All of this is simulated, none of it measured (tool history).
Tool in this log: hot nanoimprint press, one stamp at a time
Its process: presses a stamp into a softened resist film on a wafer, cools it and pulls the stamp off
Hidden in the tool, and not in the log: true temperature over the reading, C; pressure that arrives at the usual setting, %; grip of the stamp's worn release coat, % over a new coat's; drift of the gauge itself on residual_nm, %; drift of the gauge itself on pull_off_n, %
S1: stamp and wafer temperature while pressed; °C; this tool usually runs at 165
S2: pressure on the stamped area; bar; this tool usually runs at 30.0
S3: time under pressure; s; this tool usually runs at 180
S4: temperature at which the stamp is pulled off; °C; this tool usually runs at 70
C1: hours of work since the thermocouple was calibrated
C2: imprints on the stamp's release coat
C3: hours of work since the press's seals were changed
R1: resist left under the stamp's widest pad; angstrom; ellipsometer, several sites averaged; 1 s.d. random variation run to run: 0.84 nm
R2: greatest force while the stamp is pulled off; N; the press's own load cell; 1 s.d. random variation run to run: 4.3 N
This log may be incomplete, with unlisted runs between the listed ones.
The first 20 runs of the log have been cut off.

{"day": 6.358, "done": "plate thermocouple calibrated, once more"}
{"run": 21, "day": 6.512, "S1": 165, "S2": 42.2, "S3": 180, "S4": 73, "C1": 2, "C2": 828, "C3": 107, "R1": 1797, "R2": 230}
{"run": 22, "day": 6.862, "S1": 165, "S2": 42.2, "S3": 180, "S4": 73, "C1": 7, "C2": 866, "C3": 112, "R1": 1784, "R2": 237}
{"run": 23, "day": 7.071, "S1": 165, "S2": 34.1, "S3": 272, "S4": 70, "C1": 10, "C2": 888, "C3": 115, "R1": 1721, "R2": 246}
{"run": 24, "day": 7.442, "S1": 165, "S2": 21.9, "S3": 354, "S4": 70, "C1": 15, "C2": 927, "C3": 120, "R1": 1966, "R2": 246}
{"run": 25, "day": 7.783, "S1": 165, "S2": 21.9, "S3": 354, "S4": 70, "C1": 20, "C2": 964, "C3": 125, "R1": 1984, "R2": 252}
{"run": 26, "day": 8.138, "S1": 165, "S2": 30.0, "S3": 180, "S4": 76, "C1": 25, "C2": 1002, "C3": 130, "R1": 2130, "R2": 226}
{"run": 27, "day": 8.529, "S1": 165, "S2": 30.0, "S3": 180, "S4": 76, "C1": 30, "C2": 1044, "C3": 135, "R1": 2125, "R2": 237}
{"run": 28, "day": 8.9, "S1": 165, "S2": 30.0, "S3": 180, "S4": 76, "C1": 35, "C2": 1083, "C3": 140, "R1": 2139, "R2": 229}
{"run": 29, "day": 9.367, "S1": 165, "S2": 30.0, "S3": 180, "S4": 76, "C1": 42, "C2": 1133, "C3": 147, "R1": 2120, "R2": 241}
{"run": 30, "day": 9.596, "S1": 165, "S2": 24.5, "S3": 140, "S4": 76, "C1": 45, "C2": 1158, "C3": 150, "R1": 2561, "R2": 237}
{"run": 31, "day": 9.842, "S1": 173, "S2": 30.0, "S3": 232, "S4": 70, "C1": 48, "C2": 1184, "C3": 153, "R1": 1326, "R2": 257}

Alternative continuations, all from the tool just after run 31; predict every row:
{"run": "A", "day": 10.275, "S1": 159, "S2": 30.0, "S3": 171, "S4": 70, "C1": 54, "C2": 1231, "C3": 160, "R1": "?", "R2": "?"}
{"run": "B", "day": 10.275, "S1": 155, "S2": 30.0, "S3": 111, "S4": 62, "C1": 54, "C2": 1231, "C3": 160, "R1": "?", "R2": "?"}
{"run": "C", "day": 10.275, "S1": 173, "S2": 30.0, "S3": 232, "S4": 74, "C1": 54, "C2": 1231, "C3": 160, "R1": "?", "R2": "?"}

run=A R1=2813 R2=264
run=B R1=3680 R2=306
run=C R1=1327 R2=254
With no hidden state in the tool, these same runs would have given:
run=A R1=2873 R2=206
run=B R1=3737 R2=239
run=C R1=1356 R2=199
